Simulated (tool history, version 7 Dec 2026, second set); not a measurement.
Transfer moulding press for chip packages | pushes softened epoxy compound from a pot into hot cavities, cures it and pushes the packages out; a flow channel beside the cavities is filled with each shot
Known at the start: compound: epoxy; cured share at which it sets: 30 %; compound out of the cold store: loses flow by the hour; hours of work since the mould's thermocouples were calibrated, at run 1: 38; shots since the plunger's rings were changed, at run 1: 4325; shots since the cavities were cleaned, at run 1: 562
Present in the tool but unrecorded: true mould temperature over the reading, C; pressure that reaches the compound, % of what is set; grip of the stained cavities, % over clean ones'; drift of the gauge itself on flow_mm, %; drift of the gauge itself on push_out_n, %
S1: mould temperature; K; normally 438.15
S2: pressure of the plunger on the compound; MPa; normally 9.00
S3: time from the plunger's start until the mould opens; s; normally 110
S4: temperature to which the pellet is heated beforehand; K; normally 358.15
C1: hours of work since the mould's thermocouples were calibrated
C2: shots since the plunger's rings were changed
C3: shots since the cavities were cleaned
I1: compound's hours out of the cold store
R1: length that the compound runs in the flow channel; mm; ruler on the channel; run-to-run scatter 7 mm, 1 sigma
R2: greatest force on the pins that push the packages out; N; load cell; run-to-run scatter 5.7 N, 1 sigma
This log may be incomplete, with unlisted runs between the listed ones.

run	hour	S1	S2	S3	S4	C1	C2	C3	I1	R1	R2
1	0.0	438.15	9.00	110	358.15	38	4325	562	24.7	736	288
2	10.4	438.15	7.28	110	358.15	43	4392	629	38.7	619	287
3	22.0	438.15	7.28	110	358.15	47	4465	702	41.6	609	305
# hour 25.9: cavities cleaned with cleaning compound and waxed
4	33.6	438.15	9.00	110	358.15	51	4530	49	25.2	720	319
5	50.6	438.15	9.00	110	358.15	58	4638	157	40.1	684	335
# hour 68.0: cavities cleaned with cleaning compound and waxed, once more
6	69.5	438.15	9.00	110	358.15	65	4749	10	20.1	740	213
7	80.4	438.15	9.00	110	367.15	70	4818	79	24.4	732	216
8	91.2	438.15	9.00	110	367.15	74	4887	148	44.8	680	225
9	109.6	438.15	9.00	110	358.15	81	5004	265	29.0	715	258
10	127.7	438.15	9.00	110	358.15	89	5119	380	19.8	725	275
11	143.8	438.15	9.00	110	358.15	95	5222	483	30.2	700	290
12	152.6	438.15	6.87	110	358.15	99	5278	539	39.8	604	284
13	161.3	438.15	6.87	110	358.15	102	5333	594	12.3	654	307
# hour 182.4: cavities cleaned with cleaning compound and waxed
14	182.8	438.15	9.77	110	358.15	110	5461	3	30.2	733	213
15	195.1	438.15	9.77	110	358.15	115	5539	81	31.3	718	226
# hour 202.4: plunger's sealing rings changed
16	216.4	438.15	9.77	110	358.15	123	89	201	20.9	796	254
17	231.6	437.15	6.98	119	350.15	129	185	297	28.9	668	253
18	242.4	434.15	6.98	116	359.15	133	254	366	27.7	679	299
19	257.1	438.15	9.00	103	355.15	139	348	460	40.0	720	304
20	273.1	438.15	9.00	103	355.15	146	450	562	34.3	736	321
21	288.9	435.15	10.43	114	355.15	152	551	663	44.7	764	333
# hour 299.1: cavities cleaned with cleaning compound and waxed
22	309.4	437.15	9.31	110	357.15	160	672	66	46.7	721	219
23	319.7	433.15	9.00	150	358.15	164	737	131	42.7	716	221
24	338.6	433.15	9.00	150	358.15	172	857	251	41.4	740	252
25	358.0	433.15	9.00	150	358.15	179	981	375	44.8	723	262
26	367.9	440.15	9.00	120	358.15	183	1044	438	36.4	718	273
27	381.1	440.15	9.00	120	368.15	189	1128	522	21.5	769	276
28	392.2	440.15	9.00	120	368.15	193	1199	593	47.2	707	276

Below are 5 alternative next runs, each starting from the tool's condition after run 28. Predict each:
A	408.1	436.15	7.88	98	358.15	200	1300	694	18.0	?	?
B	408.1	430.15	9.00	110	366.15	200	1300	694	39.2	?	?
C	408.1	440.15	9.76	120	363.15	200	1300	694	36.4	?	?
D	408.1	440.15	7.20	120	368.15	200	1300	694	17.4	?	?
E	408.1	444.15	9.00	149	368.15	200	1300	694	21.3	?	?

run	R1	R2
A	726	396
B	752	467
C	755	291
D	686	283
E	737	289
Stripped of hidden state, with their random variation kept, the same runs would have yielded:
run	R1	R2
A	739	255
B	765	304
C	768	192
D	699	189
E	750	195
